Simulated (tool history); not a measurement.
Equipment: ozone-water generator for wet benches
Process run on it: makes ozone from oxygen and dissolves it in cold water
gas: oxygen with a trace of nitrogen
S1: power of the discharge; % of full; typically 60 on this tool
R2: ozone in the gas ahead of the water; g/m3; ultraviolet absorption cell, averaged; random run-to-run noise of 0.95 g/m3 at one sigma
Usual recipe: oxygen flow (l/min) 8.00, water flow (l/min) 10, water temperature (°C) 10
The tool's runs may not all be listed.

run 1 hour=0.0 | S1=60 oxygen_flow_(l/min)=8.00 water_flow_(l/min)=10 water_temperature_(°C)=10 | dissolved_ozone_(ppm)=36.8 R2=161.6
run 2 hour=38.9 | S1=60 oxygen_flow_(l/min)=8.00 water_flow_(l/min)=10 water_temperature_(°C)=10 | dissolved_ozone_(ppm)=36.9 R2=157.6
run 3 hour=72.1 | S1=60 oxygen_flow_(l/min)=8.00 water_flow_(l/min)=10 water_temperature_(°C)=10 | dissolved_ozone_(ppm)=36.8 R2=159.4
run 4 hour=110.7 | S1=52 oxygen_flow_(l/min)=8.00 water_flow_(l/min)=10 water_temperature_(°C)=10 | dissolved_ozone_(ppm)=33.8 R2=145.4
run 5 hour=140.8 | S1=52 oxygen_flow_(l/min)=8.00 water_flow_(l/min)=10 water_temperature_(°C)=10 | dissolved_ozone_(ppm)=33.4 R2=145.0
run 6 hour=181.6 | S1=52 oxygen_flow_(l/min)=8.00 water_flow_(l/min)=10 water_temperature_(°C)=10 | dissolved_ozone_(ppm)=33.1 R2=145.7
run 7 hour=226.6 | S1=52 oxygen_flow_(l/min)=8.00 water_flow_(l/min)=10 water_temperature_(°C)=10 | dissolved_ozone_(ppm)=33.1 R2=142.5
run 8 hour=271.1 | S1=52 oxygen_flow_(l/min)=8.00 water_flow_(l/min)=10 water_temperature_(°C)=10 | dissolved_ozone_(ppm)=33.2 R2=142.9
run 9 hour=295.0 | S1=52 oxygen_flow_(l/min)=8.00 water_flow_(l/min)=10 water_temperature_(°C)=10 | dissolved_ozone_(ppm)=33.5 R2=144.2
run 10 hour=341.4 | S1=52 oxygen_flow_(l/min)=8.00 water_flow_(l/min)=10 water_temperature_(°C)=10 | dissolved_ozone_(ppm)=33.5 R2=145.0
run 11 hour=372.3 | S1=52 oxygen_flow_(l/min)=8.00 water_flow_(l/min)=10 water_temperature_(°C)=10 | dissolved_ozone_(ppm)=33.2 R2=144.8
run 12 hour=394.1 | S1=60 oxygen_flow_(l/min)=8.00 water_flow_(l/min)=6 water_temperature_(°C)=10 | dissolved_ozone_(ppm)=44.6 R2=158.6
run 13 hour=432.2 | S1=60 oxygen_flow_(l/min)=8.00 water_flow_(l/min)=10 water_temperature_(°C)=10 | dissolved_ozone_(ppm)=36.7 R2=157.7
run 14 hour=480.8 | S1=60 oxygen_flow_(l/min)=5.08 water_flow_(l/min)=10 water_temperature_(°C)=10 | dissolved_ozone_(ppm)=37.2 R2=193.0
run 15 hour=517.3 | S1=60 oxygen_flow_(l/min)=5.08 water_flow_(l/min)=10 water_temperature_(°C)=10 | dissolved_ozone_(ppm)=37.0 R2=191.9
run 16 hour=558.8 | S1=60 oxygen_flow_(l/min)=5.08 water_flow_(l/min)=10 water_temperature_(°C)=10 | dissolved_ozone_(ppm)=36.6 R2=194.9
run 17 hour=607.0 | S1=42 oxygen_flow_(l/min)=5.56 water_flow_(l/min)=16 water_temperature_(°C)=9 | dissolved_ozone_(ppm)=22.0 R2=146.5
run 18 hour=634.9 | S1=42 oxygen_flow_(l/min)=5.56 water_flow_(l/min)=16 water_temperature_(°C)=9 | dissolved_ozone_(ppm)=22.0 R2=148.1
run 19 hour=679.0 | S1=60 oxygen_flow_(l/min)=4.46 water_flow_(l/min)=8 water_temperature_(°C)=13 | dissolved_ozone_(ppm)=40.0 R2=203.8
run 20 hour=723.2 | S1=60 oxygen_flow_(l/min)=4.46 water_flow_(l/min)=8 water_temperature_(°C)=13 | dissolved_ozone_(ppm)=39.6 R2=204.2
-- hour=735.6 water thermometer calibrated
run 21 hour=766.1 | S1=58 oxygen_flow_(l/min)=7.28 water_flow_(l/min)=8 water_temperature_(°C)=13 | dissolved_ozone_(ppm)=37.1 R2=160.7
run 22 hour=812.2 | S1=58 oxygen_flow_(l/min)=7.32 water_flow_(l/min)=10 water_temperature_(°C)=7 | dissolved_ozone_(ppm)=38.4 R2=161.2
run 23 hour=835.5 | S1=58 oxygen_flow_(l/min)=7.32 water_flow_(l/min)=10 water_temperature_(°C)=7 | dissolved_ozone_(ppm)=37.6 R2=158.9
run 24 hour=879.8 | S1=58 oxygen_flow_(l/min)=4.00 water_flow_(l/min)=10 water_temperature_(°C)=16 | dissolved_ozone_(ppm)=32.4 R2=209.6
run 25 hour=900.2 | S1=58 oxygen_flow_(l/min)=9.91 water_flow_(l/min)=10 water_temperature_(°C)=17 | dissolved_ozone_(ppm)=29.3 R2=139.4
run 26 hour=927.7 | S1=58 oxygen_flow_(l/min)=9.91 water_flow_(l/min)=16 water_temperature_(°C)=17 | dissolved_ozone_(ppm)=23.6 R2=139.7
run 27 hour=968.5 | S1=86 oxygen_flow_(l/min)=4.37 water_flow_(l/min)=15 water_temperature_(°C)=6 | dissolved_ozone_(ppm)=37.2 R2=257.8
run 28 hour=991.2 | S1=60 oxygen_flow_(l/min)=5.28 water_flow_(l/min)=6 water_temperature_(°C)=10 | dissolved_ozone_(ppm)=47.4 R2=187.5
run 29 hour=1025.2 | S1=60 oxygen_flow_(l/min)=7.88 water_flow_(l/min)=10 water_temperature_(°C)=12 | dissolved_ozone_(ppm)=34.8 R2=158.2
run 30 hour=1059.6 | S1=60 oxygen_flow_(l/min)=7.88 water_flow_(l/min)=10 water_temperature_(°C)=12 | dissolved_ozone_(ppm)=34.7 R2=157.3
run 31 hour=1092.7 | S1=43 oxygen_flow_(l/min)=11.97 water_flow_(l/min)=14 water_temperature_(°C)=8 | dissolved_ozone_(ppm)=25.0 R2=105.6
run 32 hour=1137.6 | S1=60 oxygen_flow_(l/min)=12.34 water_flow_(l/min)=10 water_temperature_(°C)=8 | dissolved_ozone_(ppm)=35.5 R2=130.2

Consider 3 possible next runs. They are alternatives, not a sequence: every one starts from the tool as it was left by run 32. What does each give?
run A hour=1168.6 | S1=93 oxygen_flow_(l/min)=13.33 water_flow_(l/min)=10 water_temperature_(°C)=8 | dissolved_ozone_(ppm)=? R2=?
run B hour=1168.6 | S1=60 oxygen_flow_(l/min)=11.95 water_flow_(l/min)=15 water_temperature_(°C)=8 | dissolved_ozone_(ppm)=? R2=?
run C hour=1168.6 | S1=60 oxygen_flow_(l/min)=12.34 water_flow_(l/min)=13 water_temperature_(°C)=9 | dissolved_ozone_(ppm)=? R2=?

run=A dissolved_ozone_(ppm)=46.9 R2=167.2
run=B dissolved_ozone_(ppm)=30.0 R2=131.0
run=C dissolved_ozone_(ppm)=31.6 R2=130.3
Take away the tool's hidden state, keep each run's random variation, and the runs would have read:
run=A dissolved_ozone_(ppm)=49.7 R2=175.9
run=B dissolved_ozone_(ppm)=31.4 R2=136.2
run=C dissolved_ozone_(ppm)=33.1 R2=135.4

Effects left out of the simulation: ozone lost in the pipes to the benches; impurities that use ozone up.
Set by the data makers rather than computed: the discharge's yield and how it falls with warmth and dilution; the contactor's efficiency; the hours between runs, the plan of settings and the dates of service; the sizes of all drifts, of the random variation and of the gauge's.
